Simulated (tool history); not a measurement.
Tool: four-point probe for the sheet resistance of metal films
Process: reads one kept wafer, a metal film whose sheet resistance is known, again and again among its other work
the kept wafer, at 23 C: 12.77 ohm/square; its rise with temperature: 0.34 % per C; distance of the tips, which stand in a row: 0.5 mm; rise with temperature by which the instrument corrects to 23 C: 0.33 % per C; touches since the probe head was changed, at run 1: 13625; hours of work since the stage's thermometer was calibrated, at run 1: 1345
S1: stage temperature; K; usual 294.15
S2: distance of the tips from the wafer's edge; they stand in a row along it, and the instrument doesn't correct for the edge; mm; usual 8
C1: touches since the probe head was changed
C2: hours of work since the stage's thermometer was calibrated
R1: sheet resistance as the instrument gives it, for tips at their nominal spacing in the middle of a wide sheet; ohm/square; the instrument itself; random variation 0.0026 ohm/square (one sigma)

run     day      S1  S2     C1    C2         R1
  1   0.000  294.15   8  13625  1345  12.872848
  2   0.500  294.15   8  14067  1353  12.872935
  3   1.079  294.15   8  14577  1361  12.872240
  4   1.671  294.15  43  15100  1369  12.848296
  5   2.208  294.15  43  15574  1377  12.845300
  6   2.612  294.15  43  15930  1383  12.843118
  7   3.200  294.15  43  16449  1391  12.846191
  8   3.454  294.15  43  16671  1395  12.847357
  9   3.962  294.15  43  17119  1402  12.844309
 10   4.275  294.15   8  17396  1406  12.870141
      4.350  -- stage's thermometer calibrated
 11   4.700  294.15   8  17752     5  12.867326
 12   5.258  294.15   8  18245    13  12.868608
 13   5.846  294.15   8  18765    21  12.872687
      5.950  -- stage's thermometer calibrated, once more
 14   6.179  292.15   8  19041     3  12.883481
 15   6.558  294.15   8  19374     9  12.882024
 16   6.896  294.15   8  19674    13  12.883275
 17   7.167  294.15   8  19910    17  12.880269
 18   7.708  308.15  74  20388    25  12.867931
 19   8.058  295.15  25  20698    30  12.855698
 20   8.554  295.15  25  21134    37  12.856013
 21   9.146  291.15   9  21658    45  12.877983
 22   9.429  291.15   9  21906    50  12.871022
 23  10.033  291.15   8  22440    58  12.881196
 24  10.571  296.15  56  22914    66  12.853942
 25  10.996  302.15   5  23289    72  12.927172
 26  11.396  302.15   5  23644    78  12.933776
 27  11.808  294.15  52  24007    83  12.858680
 28  12.071  294.15   4  24237    87  12.958308
 29  12.567  294.15   9  24677    94  12.878888
 30  12.829  293.15  38  24908    98  12.858599
 31  13.367  298.15  65  25382   106  12.860468
 32  13.783  295.15  10  25747   111  12.872090
 33  14.333  294.15   8  26233   119  12.877257

Forecast each of these 4 alternatives for the next run:
  A  14.854  305.15   8  26696  127   ?
  B  14.854  299.15   8  26696  127   ?
  C  14.854  303.15   9  26696  127   ?
  D  14.854  294.15   4  26696  127   ?

run         R1
  A  12.890664
  B  12.891783
  C  12.885480
  D  12.961906
Without the tool's hidden state the same runs would have given:
run         R1
  A  12.800877
  B  12.802021
  C  12.795737
  D  12.871729
